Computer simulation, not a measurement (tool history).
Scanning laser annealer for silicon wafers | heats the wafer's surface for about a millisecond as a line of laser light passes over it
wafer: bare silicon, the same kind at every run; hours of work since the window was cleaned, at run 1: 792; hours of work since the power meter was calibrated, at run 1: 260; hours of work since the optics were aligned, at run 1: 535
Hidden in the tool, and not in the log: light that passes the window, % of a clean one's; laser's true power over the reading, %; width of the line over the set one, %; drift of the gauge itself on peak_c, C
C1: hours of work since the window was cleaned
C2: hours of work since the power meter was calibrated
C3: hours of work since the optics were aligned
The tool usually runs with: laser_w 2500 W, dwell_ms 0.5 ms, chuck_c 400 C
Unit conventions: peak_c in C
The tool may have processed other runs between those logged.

run 1 hour=0 | laser_w=2500 dwell_ms=0.5 chuck_c=400 | C1=792 C2=260 C3=535 | peak_c=1162
run 2 hour=11.3 | laser_w=2500 dwell_ms=0.5 chuck_c=400 | C1=797 C2=265 C3=541 | peak_c=1164
run 3 hour=22.8 | laser_w=2422 dwell_ms=0.5 chuck_c=400 | C1=802 C2=270 C3=546 | peak_c=1140
run 4 hour=37.5 | laser_w=2422 dwell_ms=0.5 chuck_c=400 | C1=809 C2=277 C3=552 | peak_c=1136
run 5 hour=50.6 | laser_w=2500 dwell_ms=0.5 chuck_c=367 | C1=815 C2=283 C3=558 | peak_c=1128
run 6 hour=65.4 | laser_w=2500 dwell_ms=0.5 chuck_c=367 | C1=822 C2=289 C3=565 | peak_c=1132

Estimate the outcome of run 7 from the log above:
run 7 hour=79.5 | laser_w=2242 dwell_ms=0.392 chuck_c=367 | C1=828 C2=296 C3=571 | peak_c=?

peak_c: 962 C
Had the tool carried no hidden state, the very same run would have given peak_c 998 C.

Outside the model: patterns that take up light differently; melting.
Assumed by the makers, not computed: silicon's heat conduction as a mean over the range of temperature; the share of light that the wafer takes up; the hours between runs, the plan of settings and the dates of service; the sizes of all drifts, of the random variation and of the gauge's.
